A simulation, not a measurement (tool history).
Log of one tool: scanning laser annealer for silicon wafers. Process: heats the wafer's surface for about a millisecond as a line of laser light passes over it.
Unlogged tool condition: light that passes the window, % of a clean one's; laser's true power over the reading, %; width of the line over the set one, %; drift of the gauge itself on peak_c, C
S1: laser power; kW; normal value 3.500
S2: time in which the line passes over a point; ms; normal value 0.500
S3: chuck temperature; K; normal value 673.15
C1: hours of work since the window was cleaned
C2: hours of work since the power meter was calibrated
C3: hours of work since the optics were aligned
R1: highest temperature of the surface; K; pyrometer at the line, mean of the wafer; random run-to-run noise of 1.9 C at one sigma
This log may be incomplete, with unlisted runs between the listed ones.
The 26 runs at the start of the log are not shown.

| run | day | S1 | S2 | S3 | C1 | C2 | C3 | R1 |
|---|---|---|---|---|---|---|---|---|
| 27 | 20.862 | 3.500 | 0.600 | 673.15 | 518 | 849 | 401 | 1523.15 |
| 28 | 21.842 | 3.500 | 0.600 | 673.15 | 533 | 864 | 415 | 1524.15 |
| 29 | 22.929 | 3.500 | 0.491 | 708.15 | 549 | 881 | 432 | 1490.15 |
| 30 | 23.983 | 3.500 | 0.491 | 708.15 | 565 | 897 | 448 | 1494.15 |
| 31 | 25.104 | 3.500 | 0.428 | 672.15 | 583 | 914 | 465 | 1408.15 |
| 32 | 25.975 | 3.500 | 0.445 | 709.15 | 596 | 927 | 479 | 1458.15 |
| 33 | 26.608 | 3.500 | 0.445 | 709.15 | 606 | 937 | 488 | 1460.15 |
| 34 | 27.729 | 3.500 | 0.445 | 709.15 | 623 | 954 | 506 | 1460.15 |
| 35 | 28.221 | 3.500 | 0.445 | 709.15 | 630 | 962 | 513 | 1459.15 |
| 36 | 29.146 | 3.837 | 0.598 | 710.15 | 644 | 976 | 527 | 1642.15 |
| 37 | 29.771 | 3.500 | 0.500 | 649.15 | 654 | 985 | 537 | 1438.15 |
| 38 | 30.821 | 3.794 | 0.561 | 683.15 | 670 | 1001 | 553 | 1581.15 |
| 39 | 31.771 | 3.356 | 0.391 | 664.15 | 685 | 1016 | 567 | 1341.15 |

Run 40 is up next; what results do you expect?
| 40 | 32.533 | 3.297 | 0.551 | 673.15 | 696 | 1028 | 579 | ? |

{"run 40": {"R1": 1442.15}}
Without the tool's hidden state the same run would have given R1 1444.15 K.

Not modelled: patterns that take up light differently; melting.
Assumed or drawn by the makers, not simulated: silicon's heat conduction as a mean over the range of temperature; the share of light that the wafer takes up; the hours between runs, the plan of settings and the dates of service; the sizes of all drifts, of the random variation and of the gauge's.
